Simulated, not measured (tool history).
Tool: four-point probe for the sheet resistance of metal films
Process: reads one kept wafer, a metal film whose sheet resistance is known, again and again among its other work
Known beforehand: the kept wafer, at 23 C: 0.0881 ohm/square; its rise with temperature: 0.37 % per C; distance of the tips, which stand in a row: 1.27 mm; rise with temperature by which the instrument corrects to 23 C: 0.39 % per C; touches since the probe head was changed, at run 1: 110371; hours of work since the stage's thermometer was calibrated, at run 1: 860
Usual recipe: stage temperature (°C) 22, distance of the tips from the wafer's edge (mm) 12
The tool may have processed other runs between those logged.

run,hour,stage temperature (°C),distance of the tips from the wafer's edge (mm),touches since the probe head was changed,hours of work since the stage's thermometer was calibrated,sheet resistance as the instrument gives it (ohm/square)
1,0,22,12,110371,860,0.088842
2,40.5,22,12,113245,892,0.088855
3,72.8,22,12,115538,917,0.088807
4,109.4,22,12,118134,946,0.088817
5,148.9,22,19,120939,977,0.088492
6,186.2,22,12,123585,1007,0.088811
7,219.3,22,4,125939,1033,0.092827
8,257.2,22,4,128628,1063,0.092826
9,291.1,22,4,131034,1090,0.092791
10,309.5,22,4,132341,1104,0.09282
11,345.7,22,4,134905,1133,0.092775
12,366.5,22,4,136383,1149,0.092787
13,405.6,22,4,139162,1180,0.092793
14,432.1,22,39,141043,1201,0.088283
15,460,22,39,143021,1223,0.088292
16,491.4,22,12,145249,1248,0.088791
# hour 495.4: stage's thermometer calibrated
17,526,22,12,147670,24,0.088838
18,563.8,27,12,150353,54,0.088756
19,593.6,27,12,152466,78,0.088754
20,618.3,27,12,154222,97,0.088734
# hour 645.8: stage's thermometer calibrated, once more
21,645.8,27,12,156135,0,0.088485
22,688.2,27,12,159145,34,0.088497
23,706.7,27,12,160461,48,0.088479
24,749.2,27,12,163477,82,0.088465
25,773.9,26,12,165231,101,0.088491
26,795.7,26,12,166777,119,0.088487
# hour 826.1: new probe head fitted
27,827.8,19,12,122,143,0.088329
28,846.3,19,12,1430,158,0.088298
29,873.9,19,12,3393,180,0.088348
30,910.9,19,12,6019,209,0.088319

What does the tool deliver on the next run?
31,931.4,19,12,7470,225,?

sheet resistance as the instrument gives it (ohm/square): 0.088335
Take away the tool's hidden state, keep the run-to-run variation as it was, and the same run would have given sheet resistance as the instrument gives it (ohm/square) 0.088703.
